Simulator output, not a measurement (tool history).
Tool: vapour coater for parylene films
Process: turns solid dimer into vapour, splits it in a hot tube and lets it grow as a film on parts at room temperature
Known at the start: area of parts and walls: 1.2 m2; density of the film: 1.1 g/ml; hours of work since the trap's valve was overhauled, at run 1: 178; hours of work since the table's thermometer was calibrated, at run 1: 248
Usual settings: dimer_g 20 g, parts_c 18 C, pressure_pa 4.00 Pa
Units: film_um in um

| run | day | dimer_g | parts_c | pressure_pa | hours of work since the trap's valve was overhauled | hours of work since the table's thermometer was calibrated | film_um |
|---|---|---|---|---|---|---|---|
| 1 | 0.000 | 20 | 18 | 4.00 | 178 | 248 | 10.74 |
| 2 | 2.875 | 8 | 18 | 4.00 | 224 | 295 | 4.24 |
| 3 | 4.154 | 8 | 18 | 4.00 | 245 | 316 | 4.22 |
| 4 | 5.771 | 8 | 18 | 4.00 | 271 | 342 | 4.16 |
| 5 | 7.271 | 8 | 18 | 4.00 | 296 | 366 | 4.20 |
| 6 | 8.988 | 20 | 28 | 4.00 | 324 | 394 | 8.49 |
| 7 | 11.371 | 20 | 18 | 5.70 | 362 | 433 | 9.68 |
| 8 | 12.658 | 20 | 20 | 4.00 | 383 | 454 | 9.78 |
| 9 | 15.175 | 20 | 20 | 4.00 | 424 | 495 | 9.78 |
| 10 | 17.938 | 27 | 18 | 4.00 | 469 | 539 | 13.43 |
| 11 | 20.596 | 27 | 18 | 4.00 | 512 | 583 | 13.29 |
|  | 20.925 | trap's valve overhauled |
| 12 | 23.379 | 27 | 18 | 4.00 | 40 | 625 | 12.77 |
| 13 | 24.858 | 20 | 18 | 4.00 | 64 | 649 | 9.27 |
| 14 | 26.988 | 20 | 18 | 4.00 | 98 | 684 | 9.23 |
| 15 | 28.608 | 20 | 18 | 4.00 | 125 | 710 | 9.16 |
| 16 | 30.062 | 34 | 18 | 4.00 | 148 | 734 | 15.20 |
|  | 30.588 | trap's valve overhauled, once more |
| 17 | 32.492 | 34 | 19 | 4.00 | 31 | 770 | 18.52 |
| 18 | 34.617 | 34 | 19 | 4.00 | 65 | 805 | 18.51 |
| 19 | 37.196 | 34 | 19 | 4.00 | 107 | 847 | 18.36 |
| 20 | 39.683 | 34 | 19 | 4.00 | 148 | 887 | 18.04 |
| 21 | 41.392 | 34 | 19 | 4.00 | 175 | 915 | 17.91 |
| 22 | 43.579 | 28 | 19 | 4.00 | 211 | 950 | 14.66 |
| 23 | 45.183 | 13 | 19 | 4.00 | 237 | 976 | 6.72 |
| 24 | 46.638 | 13 | 19 | 4.00 | 261 | 1000 | 6.84 |
| 25 | 49.654 | 13 | 19 | 4.00 | 310 | 1049 | 6.76 |
| 26 | 51.479 | 34 | 16 | 5.26 | 339 | 1079 | 17.48 |
| 27 | 54.104 | 34 | 14 | 2.44 | 382 | 1121 | 21.13 |
| 28 | 56.317 | 21 | 27 | 2.55 | 418 | 1157 | 9.70 |
| 29 | 58.283 | 21 | 27 | 2.55 | 450 | 1189 | 9.66 |
| 30 | 60.000 | 25 | 27 | 2.40 | 478 | 1217 | 11.51 |
|  | 62.388 | trap's valve overhauled |
| 31 | 62.650 | 25 | 27 | 2.40 | 4 | 1257 | 12.87 |
| 32 | 64.050 | 11 | 11 | 2.25 | 27 | 1280 | 7.80 |
| 33 | 66.179 | 8 | 18 | 9.16 | 62 | 1315 | 3.81 |
| 34 | 69.067 | 8 | 18 | 9.16 | 108 | 1362 | 3.84 |
| 35 | 71.217 | 8 | 18 | 9.16 | 143 | 1396 | 3.80 |
| 36 | 73.296 | 20 | 18 | 4.00 | 177 | 1430 | 10.70 |
| 37 | 76.108 | 9 | 19 | 9.07 | 223 | 1476 | 4.10 |
| 38 | 78.079 | 9 | 20 | 3.28 | 255 | 1508 | 4.77 |
| 39 | 79.467 | 9 | 20 | 3.28 | 277 | 1530 | 4.76 |
| 40 | 82.146 | 9 | 20 | 3.28 | 321 | 1574 | 4.65 |
| 41 | 85.150 | 20 | 18 | 8.58 | 370 | 1623 | 9.31 |
| 42 | 87.950 | 13 | 18 | 4.00 | 415 | 1668 | 6.71 |
| 43 | 90.046 | 13 | 18 | 9.97 | 449 | 1702 | 5.67 |
| 44 | 92.262 | 15 | 10 | 2.95 | 485 | 1738 | 9.44 |
|  | 94.329 | trap's valve overhauled |
| 45 | 94.888 | 12 | 12 | 4.00 | 9 | 1778 | 7.53 |
| 46 | 97.117 | 12 | 12 | 4.00 | 45 | 1814 | 7.51 |

4 ways to go on from here, each from the tool as it stands after run 46. What would each give?
| A | 99.488 | 20 | 18 | 2.49 | 84 | 1853 | ? |
| B | 99.488 | 20 | 18 | 2.37 | 84 | 1853 | ? |
| C | 99.488 | 32 | 14 | 2.42 | 84 | 1853 | ? |
| D | 99.488 | 12 | 10 | 4.00 | 84 | 1853 | ? |

| run | film_um |
|---|---|
| A | 11.99 |
| B | 12.10 |
| C | 20.67 |
| D | 7.82 |
Without the tool's hidden state the same runs would have given:
| run | film_um |
|---|---|
| A | 12.13 |
| B | 12.24 |
| C | 20.90 |
| D | 7.91 |
